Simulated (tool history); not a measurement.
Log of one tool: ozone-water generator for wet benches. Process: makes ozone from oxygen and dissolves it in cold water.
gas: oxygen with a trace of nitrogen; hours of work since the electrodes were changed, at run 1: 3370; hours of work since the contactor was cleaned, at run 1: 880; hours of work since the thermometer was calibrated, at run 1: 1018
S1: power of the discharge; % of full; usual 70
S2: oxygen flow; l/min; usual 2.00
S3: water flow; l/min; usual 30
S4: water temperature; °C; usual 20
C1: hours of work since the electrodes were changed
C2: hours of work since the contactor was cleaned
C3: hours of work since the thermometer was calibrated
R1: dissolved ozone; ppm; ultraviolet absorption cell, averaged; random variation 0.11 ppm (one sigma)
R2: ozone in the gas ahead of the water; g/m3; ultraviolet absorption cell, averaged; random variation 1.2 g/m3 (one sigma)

{"run": 1, "hour": 0.0, "S1": 70, "S2": 2.0, "S3": 30, "S4": 20, "C1": 3370, "C2": 880, "C3": 1018, "R1": 7.2, "R2": 227.8}
{"run": 2, "hour": 107.8, "S1": 70, "S2": 2.0, "S3": 30, "S4": 20, "C1": 3467, "C2": 978, "C3": 1116, "R1": 7.6, "R2": 229.5}
{"run": 3, "hour": 199.4, "S1": 70, "S2": 2.0, "S3": 30, "S4": 20, "C1": 3550, "C2": 1061, "C3": 1198, "R1": 7.5, "R2": 227.4}
{"run": 4, "hour": 350.4, "S1": 70, "S2": 2.0, "S3": 30, "S4": 20, "C1": 3687, "C2": 1197, "C3": 1335, "R1": 7.5, "R2": 230.5}
{"run": 5, "hour": 517.1, "S1": 70, "S2": 2.0, "S3": 30, "S4": 20, "C1": 3838, "C2": 1348, "C3": 1486, "R1": 7.6, "R2": 230.1}
{"run": 6, "hour": 604.4, "S1": 70, "S2": 2.0, "S3": 30, "S4": 20, "C1": 3917, "C2": 1427, "C3": 1565, "R1": 7.4, "R2": 229.3}
{"run": 7, "hour": 778.4, "S1": 70, "S2": 2.0, "S3": 30, "S4": 20, "C1": 4075, "C2": 1585, "C3": 1723, "R1": 7.4, "R2": 227.9}
{"run": 8, "hour": 935.0, "S1": 70, "S2": 2.0, "S3": 30, "S4": 20, "C1": 4216, "C2": 1727, "C3": 1864, "R1": 7.4, "R2": 228.1}
{"run": 9, "hour": 1073.3, "S1": 70, "S2": 2.0, "S3": 30, "S4": 20, "C1": 4342, "C2": 1852, "C3": 1990, "R1": 7.3, "R2": 228.8}
{"run": 10, "hour": 1172.9, "S1": 70, "S2": 2.0, "S3": 30, "S4": 20, "C1": 4432, "C2": 1942, "C3": 2080, "R1": 7.6, "R2": 226.5}
{"run": 11, "hour": 1289.3, "S1": 70, "S2": 2.0, "S3": 30, "S4": 20, "C1": 4537, "C2": 2047, "C3": 2185, "R1": 7.2, "R2": 229.6}
{"run": 12, "hour": 1416.7, "S1": 80, "S2": 2.0, "S3": 20, "S4": 20, "C1": 4652, "C2": 2163, "C3": 2301, "R1": 12.5, "R2": 258.6}
{"run": 13, "hour": 1500.9, "S1": 70, "S2": 1.89, "S3": 30, "S4": 20, "C1": 4729, "C2": 2239, "C3": 2377, "R1": 7.3, "R2": 231.6}
{"run": 14, "hour": 1667.4, "S1": 89, "S2": 2.79, "S3": 23, "S4": 21, "C1": 4879, "C2": 2390, "C3": 2528, "R1": 13.8, "R2": 257.3}
{"run": 15, "hour": 1816.4, "S1": 70, "S2": 1.97, "S3": 31, "S4": 20, "C1": 5014, "C2": 2525, "C3": 2662, "R1": 7.0, "R2": 228.7}
{"run": 16, "hour": 1970.8, "S1": 70, "S2": 2.0, "S3": 30, "S4": 26, "C1": 5154, "C2": 2664, "C3": 2802, "R1": 7.0, "R2": 228.8}
{"run": 17, "hour": 2101.5, "S1": 70, "S2": 2.0, "S3": 30, "S4": 26, "C1": 5273, "C2": 2783, "C3": 2921, "R1": 7.1, "R2": 227.5}
{"run": 18, "hour": 2238.7, "S1": 59, "S2": 3.18, "S3": 30, "S4": 21, "C1": 5397, "C2": 2907, "C3": 3045, "R1": 7.9, "R2": 171.4}
{"hour": 2394.4, "done": "water thermometer calibrated"}
{"run": 19, "hour": 2410.5, "S1": 70, "S2": 1.13, "S3": 23, "S4": 20, "C1": 5552, "C2": 3062, "C3": 15, "R1": 7.0, "R2": 269.3}
{"run": 20, "hour": 2560.4, "S1": 70, "S2": 2.0, "S3": 30, "S4": 23, "C1": 5688, "C2": 3198, "C3": 150, "R1": 7.3, "R2": 229.1}
{"hour": 2617.7, "done": "contactor cleaned"}
{"run": 21, "hour": 2719.4, "S1": 70, "S2": 1.09, "S3": 30, "S4": 20, "C1": 5828, "C2": 92, "C3": 291, "R1": 5.1, "R2": 273.3}
{"run": 22, "hour": 2801.7, "S1": 70, "S2": 1.09, "S3": 30, "S4": 20, "C1": 5902, "C2": 167, "C3": 365, "R1": 5.3, "R2": 275.7}

Hidden state at the last listed run before each entry between runs and at the first one after, where it differs:
Between runs 18 and 19: water thermometer calibrated (hour 2394.4)
  no hidden state differs between the two runs
Between runs 20 and 21: contactor cleaned (hour 2617.7)
  no hidden state differs between the two runs
